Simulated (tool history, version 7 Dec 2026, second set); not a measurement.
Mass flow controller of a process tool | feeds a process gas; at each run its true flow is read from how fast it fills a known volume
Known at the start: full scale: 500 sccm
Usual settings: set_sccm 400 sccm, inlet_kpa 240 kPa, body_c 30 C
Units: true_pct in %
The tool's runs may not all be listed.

run 1 hour=0 | set_sccm=400 inlet_kpa=240 body_c=30 | true_pct=99.04
run 2 hour=244.2 | set_sccm=400 inlet_kpa=240 body_c=30 | true_pct=98.94
run 3 hour=419.3 | set_sccm=400 inlet_kpa=240 body_c=30 | true_pct=99.03
run 4 hour=646 | set_sccm=267 inlet_kpa=240 body_c=30 | true_pct=97.83
run 5 hour=748.6 | set_sccm=400 inlet_kpa=154 body_c=30 | true_pct=99.6
run 6 hour=979.9 | set_sccm=400 inlet_kpa=154 body_c=30 | true_pct=99.69
run 7 hour=1121.9 | set_sccm=400 inlet_kpa=154 body_c=30 | true_pct=99.53
run 8 hour=1288 | set_sccm=175 inlet_kpa=154 body_c=30 | true_pct=96.86
run 9 hour=1472.2 | set_sccm=75 inlet_kpa=173 body_c=26 | true_pct=92.41
run 10 hour=1579.3 | set_sccm=75 inlet_kpa=164 body_c=20 | true_pct=92.73
run 11 hour=1717.2 | set_sccm=55 inlet_kpa=218 body_c=20 | true_pct=89.32
run 12 hour=1853 | set_sccm=400 inlet_kpa=240 body_c=31 | true_pct=98.61
run 13 hour=1981.7 | set_sccm=400 inlet_kpa=240 body_c=31 | true_pct=98.7
run 14 hour=2134.6 | set_sccm=400 inlet_kpa=240 body_c=31 | true_pct=100.28
run 15 hour=2316.6 | set_sccm=400 inlet_kpa=240 body_c=31 | true_pct=99.98

Taken out of this log: 2 entries between the listed runs. Where each belongs, and how the hidden state differs across it:
Between runs 6 and 7: controller's zero set anew (hour 997.1)
  flow at rest that the sensor doesn't see, % of full scale: -0.927 -> -1.043; true flow over the shown one, %: 1 -> 1.03
  measured less the result without the state, true_pct: -0.15 -> -0.27 %
Between runs 13 and 14: controller's zero set anew, once more (hour 2034.8)
  flow at rest that the sensor doesn't see, % of full scale: -1.142 -> -0.03; true flow over the shown one, %: 1.15 -> 1.17
  measured less the result without the state, true_pct: -0.28 -> +1.13 %

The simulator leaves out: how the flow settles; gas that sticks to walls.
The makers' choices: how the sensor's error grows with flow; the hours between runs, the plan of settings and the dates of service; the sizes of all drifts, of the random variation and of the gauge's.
